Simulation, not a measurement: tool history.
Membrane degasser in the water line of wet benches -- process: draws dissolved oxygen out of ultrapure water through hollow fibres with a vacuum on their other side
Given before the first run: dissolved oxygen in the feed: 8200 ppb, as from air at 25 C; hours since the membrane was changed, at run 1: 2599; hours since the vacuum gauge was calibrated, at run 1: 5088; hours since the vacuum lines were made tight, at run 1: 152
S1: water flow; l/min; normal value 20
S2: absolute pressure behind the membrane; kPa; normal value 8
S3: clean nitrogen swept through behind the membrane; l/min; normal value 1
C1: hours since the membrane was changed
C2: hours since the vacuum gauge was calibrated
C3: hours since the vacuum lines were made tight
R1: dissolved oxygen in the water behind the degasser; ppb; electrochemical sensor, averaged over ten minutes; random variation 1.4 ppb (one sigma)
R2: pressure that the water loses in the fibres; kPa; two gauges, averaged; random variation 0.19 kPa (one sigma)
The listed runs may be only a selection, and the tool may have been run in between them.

Run 1, hour 0: usual settings; C1 2599; C2 5088; C3 152. Result: R1 229.1 ppb, R2 39.32 kPa.
Run 2, hour 60.5: usual settings; C1 2660; C2 5149; C3 212. Result: R1 229.2 ppb, R2 39.73 kPa.
At hour 107.6: vacuum gauge calibrated.
Run 3, hour 107.6: usual settings; C1 2706; C2 0; C3 259. Result: R1 236.5 ppb, R2 40.02 kPa.
Run 4, hour 176.3: usual settings; C1 2775; C2 69; C3 328. Result: R1 234.3 ppb, R2 39.6 kPa.
Run 5, hour 218: usual settings; C1 2817; C2 110; C3 369. Result: R1 235.6 ppb, R2 40.09 kPa.
Run 6, hour 274.9: usual settings; C1 2874; C2 167; C3 426. Result: R1 236.6 ppb, R2 39.89 kPa.
Run 7, hour 322.3: usual settings; C1 2921; C2 215; C3 474. Result: R1 236.1 ppb, R2 39.82 kPa.
Run 8, hour 373.9: usual settings; C1 2973; C2 266; C3 525. Result: R1 237.2 ppb, R2 39.73 kPa.
Run 9, hour 433.1: usual settings; C1 3032; C2 326; C3 584. Result: R1 239 ppb, R2 39.98 kPa.
Run 10, hour 469.3: usual settings; C1 3068; C2 362; C3 621. Result: R1 236.7 ppb, R2 40.23 kPa.
At hour 518.8: vacuum gauge calibrated, once more.
Run 11, hour 536.6: usual settings; C1 3135; C2 18; C3 687. Result: R1 214 ppb, R2 40.21 kPa.
Run 12, hour 600.2: usual settings but S1 24 l/min; C1 3199; C2 81; C3 751. Result: R1 249.1 ppb, R2 47.94 kPa.
Run 13, hour 639.9: usual settings; C1 3238; C2 121; C3 791. Result: R1 213.9 ppb, R2 39.93 kPa.
Run 14, hour 692.6: usual settings but S2 5.71 kPa; C1 3291; C2 174; C3 843. Result: R1 113.9 ppb, R2 40.04 kPa.
Run 15, hour 757.1: usual settings but S2 5.71 kPa; C1 3356; C2 238; C3 908. Result: R1 114.6 ppb, R2 40.46 kPa.
Run 16, hour 795.7: usual settings but S1 23 l/min, S3 2.63 l/min; C1 3394; C2 277; C3 947. Result: R1 105.4 ppb, R2 45.44 kPa.
Run 17, hour 865.3: usual settings but S1 23 l/min, S2 13.61 kPa, S3 2.63 l/min; C1 3464; C2 346; C3 1016. Result: R1 216.1 ppb, R2 45.87 kPa.
Run 18, hour 899.1: usual settings but S3 0.47 l/min; C1 3497; C2 380; C3 1050. Result: R1 390.2 ppb, R2 40.1 kPa.
Run 19, hour 956.5: usual settings but S1 22 l/min, S2 14.63 kPa, S3 3 l/min; C1 3555; C2 438; C3 1107. Result: R1 203.3 ppb, R2 43.92 kPa.
Run 20, hour 1025.5: usual settings but S1 25 l/min; C1 3624; C2 507; C3 1176. Result: R1 263 ppb, R2 50.31 kPa.
Run 21, hour 1093.1: usual settings but S1 28 l/min, S2 18.08 kPa, S3 1.58 l/min; C1 3692; C2 574; C3 1244. Result: R1 574 ppb, R2 56 kPa.
Run 22, hour 1134.8: usual settings but S1 24 l/min, S2 5.68 kPa, S3 1.52 l/min; C1 3733; C2 616; C3 1286. Result: R1 96.1 ppb, R2 47.83 kPa.
Run 23, hour 1202.6: usual settings but S3 0.65 l/min; C1 3801; C2 684; C3 1353. Result: R1 309.5 ppb, R2 40.32 kPa.
Run 24, hour 1262.9: usual settings but S3 0.65 l/min; C1 3861; C2 744; C3 1414. Result: R1 312.2 ppb, R2 39.99 kPa.

For run 25, what comes out?
Run 25, hour 1298.4: usual settings but S1 25 l/min, S2 14.66 kPa, S3 2.08 l/min; C1 3897; C2 780; C3 1449. Result: R1 ?, R2 ?.

{"run 25": {"R1": 318.7, "R2": 50.53}}
Take away the tool's hidden state, keep the run-to-run variation as it was, and the same run would have given R1 315.8 ppb, R2 49.51 kPa.
